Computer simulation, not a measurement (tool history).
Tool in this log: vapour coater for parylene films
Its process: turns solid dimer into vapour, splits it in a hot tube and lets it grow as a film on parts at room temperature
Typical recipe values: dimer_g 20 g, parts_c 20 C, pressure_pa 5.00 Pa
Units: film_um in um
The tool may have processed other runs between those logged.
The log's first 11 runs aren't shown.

At day 16.567: trap's valve overhauled, once more.
Run 12, day 17.846: usual settings but parts_c 24 C. Result: film_um 5.86 um.
Run 13, day 19.175: usual settings but parts_c 24 C. Result: film_um 5.71 um.
At day 20.583: table's thermometer calibrated.
Run 14, day 20.583: usual settings but parts_c 24 C. Result: film_um 5.20 um.
Run 15, day 22.012: usual settings but parts_c 21 C. Result: film_um 5.92 um.
Run 16, day 23.292: usual settings but parts_c 21 C. Result: film_um 5.90 um.
Run 17, day 24.854: usual settings but parts_c 21 C. Result: film_um 5.69 um.
Run 18, day 26.679: usual settings but parts_c 21 C. Result: film_um 5.62 um.
At day 27.696: trap's valve overhauled.
Run 19, day 28.658: usual settings but dimer_g 18 g. Result: film_um 5.92 um.
Run 20, day 30.367: usual settings but dimer_g 18 g. Result: film_um 5.95 um.
Run 21, day 31.300: usual settings but dimer_g 18 g. Result: film_um 5.73 um.
Run 22, day 32.117: usual settings. Result: film_um 6.26 um.
Run 23, day 33.079: usual settings. Result: film_um 6.25 um.
Run 24, day 34.812: usual settings. Result: film_um 6.16 um.
Run 25, day 36.792: usual settings. Result: film_um 6.00 um.
Run 26, day 38.158: usual settings but parts_c 31 C. Result: film_um 3.45 um.
At day 38.758: trap's valve overhauled.
Run 27, day 39.333: usual settings but parts_c 31 C. Result: film_um 4.08 um.
Run 28, day 40.812: usual settings but dimer_g 31 g, parts_c 23 C, pressure_pa 2.18 Pa. Result: film_um 10.15 um.
Run 29, day 42.638: usual settings but dimer_g 31 g, parts_c 23 C, pressure_pa 2.18 Pa. Result: film_um 9.86 um.
Run 30, day 43.542: usual settings but dimer_g 31 g, parts_c 23 C, pressure_pa 2.18 Pa. Result: film_um 9.94 um.
Run 31, day 45.088: usual settings but dimer_g 31 g, parts_c 23 C, pressure_pa 2.18 Pa. Result: film_um 9.58 um.
Run 32, day 45.917: usual settings but dimer_g 31 g, parts_c 23 C, pressure_pa 2.18 Pa. Result: film_um 9.49 um.
Run 33, day 46.771: usual settings but dimer_g 31 g, parts_c 23 C, pressure_pa 2.18 Pa. Result: film_um 9.36 um.
Run 34, day 47.804: usual settings but dimer_g 10 g, parts_c 17 C, pressure_pa 11.25 Pa. Result: film_um 3.10 um.
Run 35, day 48.817: usual settings but parts_c 23 C, pressure_pa 2.89 Pa. Result: film_um 5.66 um.
At day 49.783: trap's valve overhauled.
Run 36, day 50.025: usual settings but dimer_g 24 g. Result: film_um 8.13 um.

What does the tool deliver on the next run?
Run 37, day 51.967: usual settings but parts_c 27 C, pressure_pa 6.09 Pa. Result: film_um ?.

{"run 37": {"film_um": 4.7}}
With no hidden state in the tool, this same run would have given film_um 4.74 um.
